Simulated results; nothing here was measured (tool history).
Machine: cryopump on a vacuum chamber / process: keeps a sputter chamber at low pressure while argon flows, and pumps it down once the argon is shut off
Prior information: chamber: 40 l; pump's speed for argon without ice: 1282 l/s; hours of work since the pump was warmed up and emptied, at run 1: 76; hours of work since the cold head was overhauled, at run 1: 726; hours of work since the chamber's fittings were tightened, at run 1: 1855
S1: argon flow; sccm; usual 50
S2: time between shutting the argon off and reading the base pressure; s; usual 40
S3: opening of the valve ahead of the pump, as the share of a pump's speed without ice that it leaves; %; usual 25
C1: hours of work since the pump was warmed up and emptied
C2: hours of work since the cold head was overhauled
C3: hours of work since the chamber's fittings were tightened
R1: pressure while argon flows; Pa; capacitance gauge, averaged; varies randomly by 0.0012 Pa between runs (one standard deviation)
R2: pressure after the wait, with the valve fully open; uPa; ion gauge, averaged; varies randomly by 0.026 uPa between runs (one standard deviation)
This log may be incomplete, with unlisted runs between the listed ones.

{"run": 1, "hour": 0.0, "S1": 50, "S2": 40, "S3": 25, "C1": 76, "C2": 726, "C3": 1855, "R1": 0.2682, "R2": 2.82}
{"run": 2, "hour": 25.8, "S1": 50, "S2": 85, "S3": 25, "C1": 95, "C2": 745, "C3": 1874, "R1": 0.2696, "R2": 2.34}
{"run": 3, "hour": 59.6, "S1": 50, "S2": 85, "S3": 50, "C1": 121, "C2": 770, "C3": 1899, "R1": 0.1375, "R2": 2.32}
{"hour": 88.4, "done": "leaking fittings of the chamber tightened, without venting"}
{"run": 4, "hour": 92.4, "S1": 50, "S2": 85, "S3": 50, "C1": 143, "C2": 793, "C3": 3, "R1": 0.1383, "R2": 0.73}
{"run": 5, "hour": 131.2, "S1": 50, "S2": 85, "S3": 50, "C1": 172, "C2": 821, "C3": 32, "R1": 0.1389, "R2": 0.67}
{"run": 6, "hour": 163.2, "S1": 50, "S2": 85, "S3": 50, "C1": 196, "C2": 845, "C3": 55, "R1": 0.1393, "R2": 0.69}
{"run": 7, "hour": 182.2, "S1": 66, "S2": 85, "S3": 50, "C1": 210, "C2": 859, "C3": 69, "R1": 0.187, "R2": 0.8}
{"run": 8, "hour": 208.5, "S1": 50, "S2": 122, "S3": 25, "C1": 229, "C2": 879, "C3": 89, "R1": 0.2748, "R2": 0.69}
{"run": 9, "hour": 225.3, "S1": 50, "S2": 122, "S3": 25, "C1": 242, "C2": 891, "C3": 101, "R1": 0.2737, "R2": 0.67}
{"run": 10, "hour": 254.0, "S1": 50, "S2": 40, "S3": 25, "C1": 263, "C2": 912, "C3": 123, "R1": 0.2736, "R2": 1.34}
{"run": 11, "hour": 284.5, "S1": 50, "S2": 40, "S3": 25, "C1": 286, "C2": 935, "C3": 145, "R1": 0.2781, "R2": 1.27}
{"run": 12, "hour": 318.5, "S1": 46, "S2": 40, "S3": 25, "C1": 311, "C2": 960, "C3": 170, "R1": 0.2543, "R2": 1.34}
{"run": 13, "hour": 340.3, "S1": 46, "S2": 40, "S3": 25, "C1": 327, "C2": 976, "C3": 186, "R1": 0.256, "R2": 1.34}
{"run": 14, "hour": 359.1, "S1": 50, "S2": 163, "S3": 25, "C1": 341, "C2": 990, "C3": 200, "R1": 0.277, "R2": 0.73}
{"run": 15, "hour": 375.1, "S1": 50, "S2": 34, "S3": 25, "C1": 353, "C2": 1002, "C3": 212, "R1": 0.276, "R2": 1.49}
{"run": 16, "hour": 397.4, "S1": 67, "S2": 34, "S3": 25, "C1": 369, "C2": 1019, "C3": 229, "R1": 0.373, "R2": 1.58}
{"run": 17, "hour": 427.2, "S1": 50, "S2": 40, "S3": 25, "C1": 391, "C2": 1041, "C3": 251, "R1": 0.2793, "R2": 1.49}
{"run": 18, "hour": 465.1, "S1": 22, "S2": 187, "S3": 25, "C1": 419, "C2": 1069, "C3": 279, "R1": 0.1232, "R2": 0.8}
{"run": 19, "hour": 499.0, "S1": 21, "S2": 29, "S3": 27, "C1": 444, "C2": 1094, "C3": 304, "R1": 0.1111, "R2": 1.86}
{"run": 20, "hour": 524.7, "S1": 57, "S2": 61, "S3": 46, "C1": 463, "C2": 1113, "C3": 323, "R1": 0.1864, "R2": 1.22}
{"run": 21, "hour": 558.7, "S1": 50, "S2": 271, "S3": 53, "C1": 489, "C2": 1138, "C3": 348, "R1": 0.1464, "R2": 0.84}
{"run": 22, "hour": 590.2, "S1": 50, "S2": 71, "S3": 18, "C1": 512, "C2": 1161, "C3": 371, "R1": 0.3874, "R2": 1.27}
{"run": 23, "hour": 618.8, "S1": 27, "S2": 71, "S3": 27, "C1": 533, "C2": 1183, "C3": 393, "R1": 0.1452, "R2": 1.32}
{"run": 24, "hour": 635.9, "S1": 50, "S2": 40, "S3": 43, "C1": 546, "C2": 1195, "C3": 405, "R1": 0.1778, "R2": 1.74}
{"run": 25, "hour": 655.2, "S1": 32, "S2": 253, "S3": 43, "C1": 560, "C2": 1209, "C3": 420, "R1": 0.1153, "R2": 1}
{"run": 26, "hour": 681.9, "S1": 36, "S2": 56, "S3": 43, "C1": 580, "C2": 1229, "C3": 439, "R1": 0.1306, "R2": 1.49}
{"run": 27, "hour": 717.9, "S1": 36, "S2": 56, "S3": 43, "C1": 606, "C2": 1256, "C3": 466, "R1": 0.1299, "R2": 1.54}
{"hour": 742.0, "done": "pump warmed up, emptied and cooled again"}
{"run": 28, "hour": 758.2, "S1": 28, "S2": 40, "S3": 41, "C1": 12, "C2": 1282, "C3": 492, "R1": 0.0919, "R2": 1.54}
{"run": 29, "hour": 787.3, "S1": 42, "S2": 40, "S3": 22, "C1": 34, "C2": 1304, "C3": 514, "R1": 0.255, "R2": 1.58}
{"run": 30, "hour": 819.9, "S1": 32, "S2": 181, "S3": 22, "C1": 58, "C2": 1328, "C3": 538, "R1": 0.1943, "R2": 0.93}
{"run": 31, "hour": 845.1, "S1": 32, "S2": 181, "S3": 22, "C1": 76, "C2": 1346, "C3": 556, "R1": 0.1941, "R2": 0.92}
{"run": 32, "hour": 876.6, "S1": 38, "S2": 42, "S3": 25, "C1": 100, "C2": 1370, "C3": 580, "R1": 0.2024, "R2": 1.61}
{"run": 33, "hour": 902.3, "S1": 55, "S2": 40, "S3": 54, "C1": 119, "C2": 1389, "C3": 599, "R1": 0.14, "R2": 1.71}

Alternative continuations, all from the tool just after run 33; predict every row:
{"run": "A", "hour": 928.6, "S1": 44, "S2": 288, "S3": 39, "C1": 138, "C2": 1408, "C3": 618, "R1": "?", "R2": "?"}
{"run": "B", "hour": 928.6, "S1": 50, "S2": 40, "S3": 47, "C1": 138, "C2": 1408, "C3": 618, "R1": "?", "R2": "?"}
{"run": "C", "hour": 928.6, "S1": 55, "S2": 40, "S3": 17, "C1": 138, "C2": 1408, "C3": 618, "R1": "?", "R2": "?"}
{"run": "D", "hour": 928.6, "S1": 89, "S2": 216, "S3": 17, "C1": 138, "C2": 1408, "C3": 618, "R1": "?", "R2": "?"}
{"run": "E", "hour": 928.6, "S1": 55, "S2": 40, "S3": 31, "C1": 138, "C2": 1408, "C3": 618, "R1": "?", "R2": "?"}

run=A R1=0.1523 R2=0.98
run=B R1=0.1465 R2=1.76
run=C R1=0.4359 R2=1.75
run=D R1=0.6976 R2=1
run=E R1=0.2396 R2=1.71
What these runs would have given with no unlogged condition in the tool:
run=A R1=0.1471 R2=0.37
run=B R1=0.1405 R2=1.13
run=C R1=0.4292 R2=1.12
run=D R1=0.6869 R2=0.38
run=E R1=0.233 R2=1.08

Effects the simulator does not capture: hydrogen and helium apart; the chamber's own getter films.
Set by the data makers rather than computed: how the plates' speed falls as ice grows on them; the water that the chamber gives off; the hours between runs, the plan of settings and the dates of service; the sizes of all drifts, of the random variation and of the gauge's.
